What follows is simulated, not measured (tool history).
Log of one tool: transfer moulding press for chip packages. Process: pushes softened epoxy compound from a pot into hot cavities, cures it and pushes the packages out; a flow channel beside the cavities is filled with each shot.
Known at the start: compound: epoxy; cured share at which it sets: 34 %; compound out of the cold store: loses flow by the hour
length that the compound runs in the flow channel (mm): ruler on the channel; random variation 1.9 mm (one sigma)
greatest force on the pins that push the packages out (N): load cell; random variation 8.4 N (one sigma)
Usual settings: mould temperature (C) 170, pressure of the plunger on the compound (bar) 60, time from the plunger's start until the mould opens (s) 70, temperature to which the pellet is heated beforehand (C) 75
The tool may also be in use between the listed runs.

run	hour	mould temperature (C)	pressure of the plunger on the compound (bar)	time from the plunger's start until the mould opens (s)	temperature to which the pellet is heated beforehand (C)	incoming compound's hours out of the cold store	length that the compound runs in the flow channel (mm)	greatest force on the pins that push the packages out (N)
1	0	170	60	70	75	43.8	559	372
2	13	170	60	70	75	29.6	606	446
3	26.7	170	60	70	75	16.9	650	548
4	37	170	52.6	70	75	13.8	615	591
5	51.9	170	52.6	70	75	36.7	543	567
# hour 65.3: cavities cleaned with cleaning compound and waxed
6	70.6	170	60	70	71	19.2	635	736
7	81.5	170	60	70	79	27.6	605	714
8	96.2	170	60	70	79	22.7	623	718
9	113.4	170	60	70	79	23	620	762
10	126	170	60	99	79	21.2	625	616
# hour 131: cavities cleaned with cleaning compound and waxed
# hour 136.1: cavities cleaned with cleaning compound and waxed, once more
11	147.5	178	60	70	75	41.3	549	387
12	158.6	178	60	70	75	32	578	432
13	173.7	170	60	70	75	47.6	538	550
14	186.1	170	60	70	75	11.7	652	604
# hour 200.9: cavities cleaned with cleaning compound and waxed
15	202.1	166	45.4	70	75	17.7	553	501
16	216.7	166	51.5	70	75	24	567	560
# hour 222.1: plunger's sealing rings changed
17	236.8	166	51.5	70	75	41	544	615
18	250	176	56.5	105	76	11.7	656	499
19	260.8	178	60.8	70	75	18.8	647	515
# hour 269.6: cavities cleaned with cleaning compound and waxed
20	279.1	177	60	70	75	27.9	608	380
21	287.9	163	67.2	70	75	14.9	720	784
22	306.3	163	67.2	70	75	8.4	740	932
23	319.3	170	60	70	80	27.2	619	594
# hour 335.7: cavities cleaned with cleaning compound and waxed
24	336.9	170	60	92	66	47.3	557	334
25	355.5	170	60	52	85	45.6	561	806
26	364.3	170	55	102	69	11.8	645	447
27	374.1	167	55	102	67	12	650	482

4 ways to go on from here, each from the tool as it stands after run 27. What would each give?
A	384.7	175	53.5	102	66	21.6	?	?
B	384.7	176	55	55	76	44.5	?	?
C	384.7	167	55	108	83	27.1	?	?
D	384.7	170	60	50	75	36.3	?	?

run	length that the compound runs in the flow channel (mm)	greatest force on the pins that push the packages out (N)
A	589	503
B	531	645
C	593	505
D	590	1160
Without the tool's hidden state the same runs would have given:
run	length that the compound runs in the flow channel (mm)	greatest force on the pins that push the packages out (N)
A	603	318
B	542	417
C	607	321
D	603	756
